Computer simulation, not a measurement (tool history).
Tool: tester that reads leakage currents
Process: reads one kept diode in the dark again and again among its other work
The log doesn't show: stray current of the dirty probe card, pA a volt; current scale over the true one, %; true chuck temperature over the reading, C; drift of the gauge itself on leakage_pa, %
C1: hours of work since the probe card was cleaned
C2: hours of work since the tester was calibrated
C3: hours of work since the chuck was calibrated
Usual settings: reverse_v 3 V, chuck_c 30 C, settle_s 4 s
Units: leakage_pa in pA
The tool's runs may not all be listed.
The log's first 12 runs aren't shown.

Run 13, hour 235.8: usual settings; C1 201; C2 875; C3 301. Result: leakage_pa 167.2 pA.
Run 14, hour 263: usual settings; C1 218; C2 892; C3 318. Result: leakage_pa 167.66 pA.
Run 15, hour 283.3: usual settings; C1 231; C2 905; C3 330. Result: leakage_pa 168.68 pA.
Run 16, hour 300.5: usual settings; C1 241; C2 916; C3 341. Result: leakage_pa 168.56 pA.
Run 17, hour 313: usual settings but settle_s 2.12 s; C1 249; C2 923; C3 349. Result: leakage_pa 168.67 pA.
Run 18, hour 336.6: usual settings but reverse_v 9.71 V; C1 264; C2 938; C3 364. Result: leakage_pa 271.12 pA.
Run 19, hour 357.4: usual settings but reverse_v 9.71 V; C1 277; C2 951; C3 377. Result: leakage_pa 273 pA.
Run 20, hour 370.6: usual settings; C1 285; C2 959; C3 385. Result: leakage_pa 170.06 pA.
Run 21, hour 387.7: usual settings but reverse_v 18.55 V, chuck_c 42 C, settle_s 1.41 s; C1 296; C2 970; C3 396. Result: leakage_pa 822.03 pA.
Run 22, hour 412.2: usual settings but reverse_v 18.55 V, chuck_c 42 C, settle_s 1.41 s; C1 311; C2 985; C3 411. Result: leakage_pa 826.98 pA.
Run 23, hour 435.9: usual settings but reverse_v 12.15 V, chuck_c 24 C, settle_s 0.42 s; C1 326; C2 1000; C3 426. Result: leakage_pa 195.39 pA.
Run 24, hour 462.7: usual settings but reverse_v 7.05 V; C1 342; C2 1017; C3 442. Result: leakage_pa 241.63 pA.
Run 25, hour 475.4: usual settings but reverse_v 6.7 V; C1 350; C2 1025; C3 450. Result: leakage_pa 237.45 pA.
Run 26, hour 501.7: usual settings but reverse_v 8.15 V, chuck_c 25 C, settle_s 0.33 s; C1 367; C2 1041; C3 467. Result: leakage_pa 179.57 pA.
Run 27, hour 528.7: usual settings but reverse_v 13.87 V, chuck_c 46 C, settle_s 6.22 s; C1 384; C2 1058; C3 483. Result: leakage_pa 967.94 pA.
Run 28, hour 553.7: usual settings but reverse_v 13.87 V, chuck_c 46 C, settle_s 6.22 s; C1 399; C2 1074; C3 499. Result: leakage_pa 975.22 pA.
Run 29, hour 582.7: usual settings but reverse_v 4.11 V, chuck_c 35 C, settle_s 0.55 s; C1 417; C2 1092; C3 517. Result: leakage_pa 284.8 pA.
Run 30, hour 597.5: usual settings but reverse_v 18.45 V, chuck_c 49 C, settle_s 0.67 s; C1 426; C2 1101; C3 526. Result: leakage_pa 1330.34 pA.
Run 31, hour 614.3: usual settings but settle_s 1.55 s; C1 437; C2 1111; C3 537. Result: leakage_pa 174.29 pA.
Run 32, hour 630.9: usual settings but reverse_v 1.41 V, chuck_c 20 C, settle_s 1.13 s; C1 447; C2 1122; C3 547. Result: leakage_pa 61.26 pA.
Run 33, hour 647.4: usual settings but reverse_v 10.21 V, chuck_c 38 C, settle_s 0.42 s; C1 458; C2 1132; C3 558. Result: leakage_pa 508.28 pA.
Run 34, hour 667.9: usual settings but reverse_v 8.55 V, settle_s 1.82 s; C1 470; C2 1145; C3 570. Result: leakage_pa 270.68 pA.
Run 35, hour 686.2: usual settings but reverse_v 8.55 V, settle_s 1.82 s; C1 482; C2 1156; C3 582. Result: leakage_pa 268.56 pA.
Run 36, hour 712.9: usual settings; C1 498; C2 1173; C3 598. Result: leakage_pa 176.82 pA.

Forecast run 37:
Run 37, hour 728.7: usual settings but reverse_v 2.71 V; C1 508; C2 1183; C3 608. Result: leakage_pa ?.

{"run 37": {"leakage_pa": 170.33}}
Without the tool's hidden state the same run would have given leakage_pa 151.37 pA.
